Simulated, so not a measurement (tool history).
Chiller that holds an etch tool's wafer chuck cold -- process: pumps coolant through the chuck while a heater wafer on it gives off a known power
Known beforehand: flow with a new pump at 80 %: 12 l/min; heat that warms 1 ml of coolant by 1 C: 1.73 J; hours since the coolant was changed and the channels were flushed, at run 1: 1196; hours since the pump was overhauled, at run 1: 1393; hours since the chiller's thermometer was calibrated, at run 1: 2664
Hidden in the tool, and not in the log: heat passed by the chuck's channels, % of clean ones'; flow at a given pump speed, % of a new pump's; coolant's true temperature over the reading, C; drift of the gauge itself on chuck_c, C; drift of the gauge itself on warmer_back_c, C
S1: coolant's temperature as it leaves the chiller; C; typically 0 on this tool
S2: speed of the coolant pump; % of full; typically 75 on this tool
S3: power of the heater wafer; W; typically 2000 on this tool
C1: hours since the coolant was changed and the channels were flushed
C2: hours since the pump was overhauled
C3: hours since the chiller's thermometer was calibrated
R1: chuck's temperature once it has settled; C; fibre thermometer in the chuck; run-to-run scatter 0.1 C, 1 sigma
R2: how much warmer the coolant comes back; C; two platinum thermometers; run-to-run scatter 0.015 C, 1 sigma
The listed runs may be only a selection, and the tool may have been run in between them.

{"run": 1, "hour": 0.0, "S1": 0, "S2": 75, "S3": 2000, "C1": 1196, "C2": 1393, "C3": 2664, "R1": 23.8, "R2": 6.16}
{"run": 2, "hour": 35.2, "S1": 0, "S2": 75, "S3": 1253, "C1": 1231, "C2": 1429, "C3": 2699, "R1": 14.9, "R2": 3.88}
{"run": 3, "hour": 81.0, "S1": 0, "S2": 75, "S3": 1253, "C1": 1277, "C2": 1474, "C3": 2745, "R1": 15.2, "R2": 3.88}
{"run": 4, "hour": 103.2, "S1": 0, "S2": 75, "S3": 1253, "C1": 1299, "C2": 1497, "C3": 2767, "R1": 15.1, "R2": 3.89}
{"run": 5, "hour": 148.3, "S1": 0, "S2": 75, "S3": 1253, "C1": 1344, "C2": 1542, "C3": 2812, "R1": 14.9, "R2": 3.93}
{"run": 6, "hour": 171.1, "S1": 0, "S2": 70, "S3": 2000, "C1": 1367, "C2": 1564, "C3": 2835, "R1": 25.6, "R2": 6.66}
{"run": 7, "hour": 215.2, "S1": 0, "S2": 70, "S3": 2000, "C1": 1411, "C2": 1609, "C3": 2879, "R1": 25.5, "R2": 6.73}
{"run": 8, "hour": 236.3, "S1": 0, "S2": 70, "S3": 2000, "C1": 1432, "C2": 1630, "C3": 2900, "R1": 25.4, "R2": 6.68}
{"run": 9, "hour": 260.0, "S1": 0, "S2": 70, "S3": 2000, "C1": 1456, "C2": 1653, "C3": 2924, "R1": 25.4, "R2": 6.68}
{"run": 10, "hour": 301.0, "S1": 0, "S2": 75, "S3": 2000, "C1": 1497, "C2": 1694, "C3": 2965, "R1": 24.0, "R2": 6.31}
{"run": 11, "hour": 347.6, "S1": -4, "S2": 75, "S3": 2000, "C1": 1543, "C2": 1741, "C3": 3011, "R1": 19.9, "R2": 6.34}
{"run": 12, "hour": 372.5, "S1": -4, "S2": 75, "S3": 2000, "C1": 1568, "C2": 1766, "C3": 3036, "R1": 20.1, "R2": 6.3}
{"run": 13, "hour": 392.3, "S1": -4, "S2": 75, "S3": 2000, "C1": 1588, "C2": 1786, "C3": 3056, "R1": 19.9, "R2": 6.34}
{"run": 14, "hour": 441.3, "S1": -4, "S2": 75, "S3": 2000, "C1": 1637, "C2": 1835, "C3": 3105, "R1": 20.1, "R2": 6.36}
{"run": 15, "hour": 477.1, "S1": -4, "S2": 75, "S3": 2000, "C1": 1673, "C2": 1870, "C3": 3141, "R1": 20.0, "R2": 6.35}
{"run": 16, "hour": 499.7, "S1": 2, "S2": 75, "S3": 2000, "C1": 1695, "C2": 1893, "C3": 3163, "R1": 26.1, "R2": 6.34}
{"run": 17, "hour": 531.1, "S1": 9, "S2": 75, "S3": 1396, "C1": 1727, "C2": 1924, "C3": 3195, "R1": 25.8, "R2": 4.52}
{"run": 18, "hour": 575.8, "S1": -4, "S2": 63, "S3": 1867, "C1": 1771, "C2": 1969, "C3": 3239, "R1": 22.1, "R2": 7.01}
{"run": 19, "hour": 617.9, "S1": -10, "S2": 91, "S3": 1021, "C1": 1813, "C2": 2011, "C3": 3282, "R1": 0.2, "R2": 2.86}
{"run": 20, "hour": 646.2, "S1": -10, "S2": 91, "S3": 2570, "C1": 1842, "C2": 2040, "C3": 3310, "R1": 15.9, "R2": 6.83}
{"run": 21, "hour": 669.8, "S1": -8, "S2": 94, "S3": 2418, "C1": 1865, "C2": 2063, "C3": 3333, "R1": 15.8, "R2": 6.24}
{"run": 22, "hour": 695.0, "S1": -8, "S2": 94, "S3": 2418, "C1": 1890, "C2": 2088, "C3": 3359, "R1": 15.7, "R2": 6.25}
{"run": 23, "hour": 722.4, "S1": -8, "S2": 94, "S3": 2418, "C1": 1918, "C2": 2116, "C3": 3386, "R1": 15.5, "R2": 6.27}
{"run": 24, "hour": 748.6, "S1": 7, "S2": 61, "S3": 1714, "C1": 1944, "C2": 2142, "C3": 3412, "R1": 31.7, "R2": 6.77}
{"run": 25, "hour": 787.0, "S1": 7, "S2": 61, "S3": 1714, "C1": 1983, "C2": 2180, "C3": 3451, "R1": 31.7, "R2": 6.77}
{"run": 26, "hour": 833.9, "S1": 8, "S2": 61, "S3": 1714, "C1": 2029, "C2": 2227, "C3": 3498, "R1": 32.7, "R2": 6.82}
{"run": 27, "hour": 857.7, "S1": -8, "S2": 75, "S3": 2000, "C1": 2053, "C2": 2251, "C3": 3521, "R1": 15.9, "R2": 6.52}
{"run": 28, "hour": 881.1, "S1": -8, "S2": 89, "S3": 2421, "C1": 2077, "C2": 2274, "C3": 3545, "R1": 16.8, "R2": 6.67}
{"run": 29, "hour": 929.3, "S1": -8, "S2": 89, "S3": 2421, "C1": 2125, "C2": 2323, "C3": 3593, "R1": 17.1, "R2": 6.65}
{"run": 30, "hour": 971.1, "S1": 4, "S2": 78, "S3": 1810, "C1": 2167, "C2": 2364, "C3": 3635, "R1": 25.0, "R2": 5.74}
{"run": 31, "hour": 1003.9, "S1": 10, "S2": 68, "S3": 2000, "C1": 2199, "C2": 2397, "C3": 3668, "R1": 36.1, "R2": 7.19}

Alternative continuations, all from the tool just after run 31; predict every row:
{"run": "A", "hour": 1036.3, "S1": -4, "S2": 80, "S3": 2813, "C1": 2232, "C2": 2430, "C3": 3700, "R1": "?", "R2": "?"}
{"run": "B", "hour": 1036.3, "S1": 1, "S2": 71, "S3": 1044, "C1": 2232, "C2": 2430, "C3": 3700, "R1": "?", "R2": "?"}
{"run": "C", "hour": 1036.3, "S1": 0, "S2": 75, "S3": 2000, "C1": 2232, "C2": 2430, "C3": 3700, "R1": "?", "R2": "?"}
{"run": "D", "hour": 1036.3, "S1": -1, "S2": 86, "S3": 2000, "C1": 2232, "C2": 2430, "C3": 3700, "R1": "?", "R2": "?"}

run=A R1=28.1 R2=8.56
run=B R1=14.1 R2=3.85
run=C R1=23.9 R2=6.57
run=D R1=20.1 R2=5.81
Without the tool's hidden state the same runs would have given:
run=A R1=28.1 R2=8.14
run=B R1=14.1 R2=3.44
run=C R1=23.9 R2=6.16
run=D R1=20.1 R2=5.39
